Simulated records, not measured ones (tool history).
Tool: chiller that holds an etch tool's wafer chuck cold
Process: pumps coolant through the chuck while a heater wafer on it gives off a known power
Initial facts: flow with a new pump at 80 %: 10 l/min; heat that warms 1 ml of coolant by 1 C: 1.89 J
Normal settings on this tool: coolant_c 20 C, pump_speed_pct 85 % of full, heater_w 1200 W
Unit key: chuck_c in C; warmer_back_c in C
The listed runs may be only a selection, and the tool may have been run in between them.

run,day,coolant_c,pump_speed_pct,heater_w,chuck_c,warmer_back_c
1,0.000,20,85,1200,29.1,3.75
2,2.254,20,85,1200,29.2,3.70
3,5.525,20,85,1200,29.0,3.73
4,9.796,20,85,1200,29.3,3.78
5,11.946,20,85,1200,29.2,3.72
6,15.838,20,85,1200,29.1,3.77
7,18.238,20,85,1200,29.1,3.67
8,21.046,20,85,1200,29.1,3.70
9,22.938,20,85,1200,29.2,3.75
10,25.788,20,85,672,25.1,2.10
11,30.233,23,98,661,27.6,1.80
12,32.667,13,98,1706,25.1,4.63
13,36.433,13,67,1068,22.7,4.24
14,39.071,19,65,1210,30.2,4.96
# day 39.671: coolant pump overhauled
15,42.021,20,64,1200,31.6,5.04
16,45.383,16,75,1646,30.1,5.95
17,49.779,20,97,1200,28.6,3.35
18,53.946,25,81,816,31.8,2.72
19,56.662,26,75,645,31.7,2.31
20,58.554,12,60,1028,22.5,4.65

A few steps of chuck_c between consecutive runs. Split each: what settings, incoming material and random variation would produce without the hidden state, and what is left over for the hidden state, along with gauge scatter present in only one of the two compared results (measured, and without hidden state):
The hidden state here: heat passed by the chuck's channels, % of clean ones'; flow at a given pump speed, % of a new pump's; coolant's true temperature over the reading, C; drift of the gauge itself on chuck_c, C; drift of the gauge itself on warmer_back_c, C.
Run 11 -> 12: coolant_c 23 -> 13, heater_w 661 -> 1706. chuck_c -2.5 C: hidden state +1.0, all else -3.5.
Run 13 -> 14: coolant_c 13 -> 19, pump_speed_pct 67 -> 65, heater_w 1068 -> 1210. chuck_c +7.5 C: hidden state +0.2, all else +7.3.
Run 16 -> 17: coolant_c 16 -> 20, pump_speed_pct 75 -> 97, heater_w 1646 -> 1200. chuck_c -1.5 C: hidden state -0.7, all else -0.8.
Run 19 -> 20: coolant_c 26 -> 12, pump_speed_pct 75 -> 60, heater_w 645 -> 1028. chuck_c -9.2 C: hidden state +0.7, all else -9.9.

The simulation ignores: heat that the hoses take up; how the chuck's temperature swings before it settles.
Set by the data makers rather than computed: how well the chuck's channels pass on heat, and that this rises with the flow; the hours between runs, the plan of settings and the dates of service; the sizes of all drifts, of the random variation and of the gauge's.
